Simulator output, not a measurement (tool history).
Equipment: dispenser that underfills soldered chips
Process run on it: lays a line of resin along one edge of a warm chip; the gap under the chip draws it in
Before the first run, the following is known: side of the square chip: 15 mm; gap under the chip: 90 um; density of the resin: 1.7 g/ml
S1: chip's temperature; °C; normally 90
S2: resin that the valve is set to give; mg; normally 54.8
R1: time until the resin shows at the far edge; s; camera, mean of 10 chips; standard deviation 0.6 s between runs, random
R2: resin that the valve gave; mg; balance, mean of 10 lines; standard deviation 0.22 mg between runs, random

{"run": 1, "hour": 0.0, "S1": 90, "S2": 54.8, "R1": 53.5, "R2": 53.77}
{"run": 2, "hour": 4.2, "S1": 90, "S2": 54.8, "R1": 70.3, "R2": 53.81}
{"hour": 9.2, "done": "new syringe of resin"}
{"run": 3, "hour": 11.0, "S1": 90, "S2": 54.8, "R1": 58.0, "R2": 53.75}
{"run": 4, "hour": 18.5, "S1": 90, "S2": 60.3, "R1": 95.9, "R2": 59.25}
{"hour": 19.7, "done": "new syringe of resin"}
{"run": 5, "hour": 24.6, "S1": 90, "S2": 60.3, "R1": 67.9, "R2": 58.84}
{"hour": 29.5, "done": "new syringe of resin"}
{"run": 6, "hour": 29.5, "S1": 90, "S2": 54.8, "R1": 50.1, "R2": 53.47}
{"run": 7, "hour": 34.2, "S1": 90, "S2": 58.3, "R1": 68.6, "R2": 56.63}
{"hour": 39.8, "done": "new syringe of resin"}
{"run": 8, "hour": 41.6, "S1": 90, "S2": 58.3, "R1": 56.0, "R2": 56.32}
{"hour": 49.9, "done": "new syringe of resin"}
{"run": 9, "hour": 49.9, "S1": 90, "S2": 58.3, "R1": 50.8, "R2": 56.95}
{"run": 10, "hour": 55.6, "S1": 90, "S2": 48.7, "R1": 76.1, "R2": 47.52}
{"hour": 59.9, "done": "new syringe of resin"}
{"run": 11, "hour": 63.7, "S1": 90, "S2": 54.8, "R1": 65.1, "R2": 53.23}
{"hour": 69.7, "done": "new syringe of resin"}
{"run": 12, "hour": 69.7, "S1": 90, "S2": 54.8, "R1": 49.8, "R2": 53.01}
{"run": 13, "hour": 76.4, "S1": 90, "S2": 71.1, "R1": 77.2, "R2": 68.45}
{"hour": 79.6, "done": "new syringe of resin"}
{"run": 14, "hour": 81.7, "S1": 90, "S2": 71.1, "R1": 56.6, "R2": 68.08}
{"hour": 83.2, "done": "dispensing valve cleaned and set on the balance"}
{"run": 15, "hour": 89.1, "S1": 90, "S2": 71.1, "R1": 87.5, "R2": 71.22}
{"hour": 91.0, "done": "new syringe of resin"}
{"run": 16, "hour": 93.9, "S1": 90, "S2": 54.8, "R1": 60.5, "R2": 54.59}
{"run": 17, "hour": 98.1, "S1": 96, "S2": 54.8, "R1": 67.5, "R2": 54.46}
{"hour": 100.8, "done": "new syringe of resin"}
{"run": 18, "hour": 105.9, "S1": 90, "S2": 54.8, "R1": 71.6, "R2": 54.61}
{"run": 19, "hour": 109.7, "S1": 82, "S2": 55.1, "R1": 116.2, "R2": 54.68}
{"hour": 110.7, "done": "new syringe of resin"}
{"run": 20, "hour": 115.6, "S1": 85, "S2": 54.6, "R1": 79.5, "R2": 54.59}
{"hour": 120.9, "done": "new syringe of resin"}
{"run": 21, "hour": 123.1, "S1": 85, "S2": 54.6, "R1": 67.5, "R2": 53.91}
{"hour": 130.9, "done": "new syringe of resin"}
{"run": 22, "hour": 130.9, "S1": 77, "S2": 53.2, "R1": 77.7, "R2": 52.35}
{"run": 23, "hour": 139.7, "S1": 89, "S2": 59.2, "R1": 93.5, "R2": 58.34}
{"hour": 141.2, "done": "new syringe of resin"}
{"run": 24, "hour": 147.1, "S1": 82, "S2": 63.3, "R1": 94.7, "R2": 62.67}
{"hour": 151.1, "done": "new syringe of resin"}
{"run": 25, "hour": 151.1, "S1": 92, "S2": 54.0, "R1": 46.0, "R2": 53.26}
{"run": 26, "hour": 157.0, "S1": 82, "S2": 60.3, "R1": 95.2, "R2": 59.32}
{"hour": 160.9, "done": "new syringe of resin"}
{"run": 27, "hour": 161.1, "S1": 82, "S2": 60.3, "R1": 64.5, "R2": 59.13}
{"run": 28, "hour": 166.5, "S1": 90, "S2": 61.4, "R1": 71.6, "R2": 60.3}
{"hour": 170.8, "done": "new syringe of resin"}
{"run": 29, "hour": 174.2, "S1": 90, "S2": 61.4, "R1": 62.2, "R2": 59.77}
{"hour": 181.0, "done": "new syringe of resin"}
{"run": 30, "hour": 182.2, "S1": 82, "S2": 48.7, "R1": 69.2, "R2": 47.17}
{"run": 31, "hour": 189.9, "S1": 94, "S2": 64.3, "R1": 79.4, "R2": 62.48}
{"hour": 191.2, "done": "new syringe of resin"}
{"run": 32, "hour": 194.1, "S1": 94, "S2": 64.3, "R1": 52.1, "R2": 62.29}
{"hour": 201.2, "done": "new syringe of resin"}
{"run": 33, "hour": 201.8, "S1": 103, "S2": 59.7, "R1": 33.7, "R2": 58.03}
{"run": 34, "hour": 209.8, "S1": 90, "S2": 47.7, "R1": 89.2, "R2": 46.11}
{"hour": 211.3, "done": "new syringe of resin"}
{"run": 35, "hour": 216.3, "S1": 103, "S2": 54.8, "R1": 46.0, "R2": 53.49}

What if the next run were any one of these 3? Each begins from the tool's condition after run 35:
{"run": "A", "hour": 220.5, "S1": 77, "S2": 68.4, "R1": "?", "R2": "?"}
{"run": "B", "hour": 220.5, "S1": 90, "S2": 59.2, "R1": "?", "R2": "?"}
{"run": "C", "hour": 220.5, "S1": 85, "S2": 48.3, "R1": "?", "R2": "?"}

run=A R1=140.2 R2=66.07
run=B R1=90.1 R2=57.10
run=C R1=112.0 R2=47.09
With the hidden condition removed and each run's random variation left untouched, the same runs would have given:
run=A R1=79.9 R2=68.32
run=B R1=51.1 R2=59.04
run=C R1=63.3 R2=48.70
